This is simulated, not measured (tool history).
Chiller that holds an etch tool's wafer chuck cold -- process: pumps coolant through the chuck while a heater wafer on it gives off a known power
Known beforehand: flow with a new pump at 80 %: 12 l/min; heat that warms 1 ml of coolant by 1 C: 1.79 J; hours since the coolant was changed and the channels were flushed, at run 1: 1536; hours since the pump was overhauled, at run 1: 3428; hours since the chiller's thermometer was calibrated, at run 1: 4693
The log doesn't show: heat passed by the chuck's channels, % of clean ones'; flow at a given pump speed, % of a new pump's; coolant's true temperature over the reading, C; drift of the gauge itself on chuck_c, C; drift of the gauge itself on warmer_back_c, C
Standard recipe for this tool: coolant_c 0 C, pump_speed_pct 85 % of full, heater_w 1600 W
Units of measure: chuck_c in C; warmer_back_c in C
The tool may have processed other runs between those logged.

run    hour  coolant_c  pump_speed_pct  heater_w  hours since the coolant was changed and the channels were flushed  hours since the pump was overhauled  hours since the chiller's thermometer was calibrated  chuck_c  warmer_back_c
  1     0.0          0              85      1600                                                               1536                                 3428                                                  4693     14.0           4.30
  2   229.2          0              85      2072                                                               1765                                 3658                                                  4923     18.6           5.59
  3   382.7          0              85      2072                                                               1919                                 3811                                                  5076     18.6           5.56
  4   511.4          0              85      2072                                                               2047                                 3940                                                  5205     18.7           5.56
  5   737.3          0              85      2072                                                               2273                                 4166                                                  5431     18.6           5.56
  6   830.9          0              85      2072                                                               2367                                 4259                                                  5524     18.7           5.57
  7  1001.6          0              85       817                                                               2538                                 4430                                                  5695      7.1           2.17
     1022.1  -- coolant pump overhauled
  8  1159.1          0              85       817                                                               2690                                  137                                                  5848      7.4           2.26
     1226.9  -- chiller's thermometer calibrated
  9  1355.8         10              91      2161                                                               2886                                  333                                                   129     29.2           5.50
 10  1486.3          6              73      1600                                                               3016                                  463                                                   259     23.4           5.16
 11  1693.1          0              89      1692                                                               3223                                  670                                                   466     15.5           4.42
 12  1886.0          0              67      1010                                                               3416                                  863                                                   659     11.9           3.57
 13  2033.6          0              90       933                                                               3564                                 1010                                                   807      8.7           2.41
     2141.2  -- coolant pump overhauled, once more
 14  2195.8          0              85      1631                                                               3721                                   55                                                   964     15.3           4.32

What differs in the tool's unlogged condition from the final listed run ahead of each entry between runs to the first listed run following it?
After run 7, before run 8: coolant pump overhauled (hour 1022.1)
  heat passed by the chuck's channels, % of clean ones': 93.9 -> 93.5; flow at a given pump speed, % of a new pump's: 97.5 -> 96.2
  measured less the result without the state, chuck_c: +0.2 -> +0.3 C; warmer_back_c: +0.06 -> +0.09 C
After run 8, before run 9: chiller's thermometer calibrated (hour 1226.9)
  heat passed by the chuck's channels, % of clean ones': 93.5 -> 93.1; flow at a given pump speed, % of a new pump's: 96.2 -> 96.1; coolant's true temperature over the reading, C: -0.33 -> 0.03
  measured less the result without the state, chuck_c: +0.3 -> +1.8 C; warmer_back_c: +0.09 -> +0.21 C
After run 13, before run 14: coolant pump overhauled, once more (hour 2141.2)
  heat passed by the chuck's channels, % of clean ones': 91.5 -> 91.1; flow at a given pump speed, % of a new pump's: 95.7 -> 99.4; coolant's true temperature over the reading, C: 0 -> -0.01
  measured less the result without the state, chuck_c: +0.9 -> +1.2 C; warmer_back_c: +0.10 -> +0.02 C

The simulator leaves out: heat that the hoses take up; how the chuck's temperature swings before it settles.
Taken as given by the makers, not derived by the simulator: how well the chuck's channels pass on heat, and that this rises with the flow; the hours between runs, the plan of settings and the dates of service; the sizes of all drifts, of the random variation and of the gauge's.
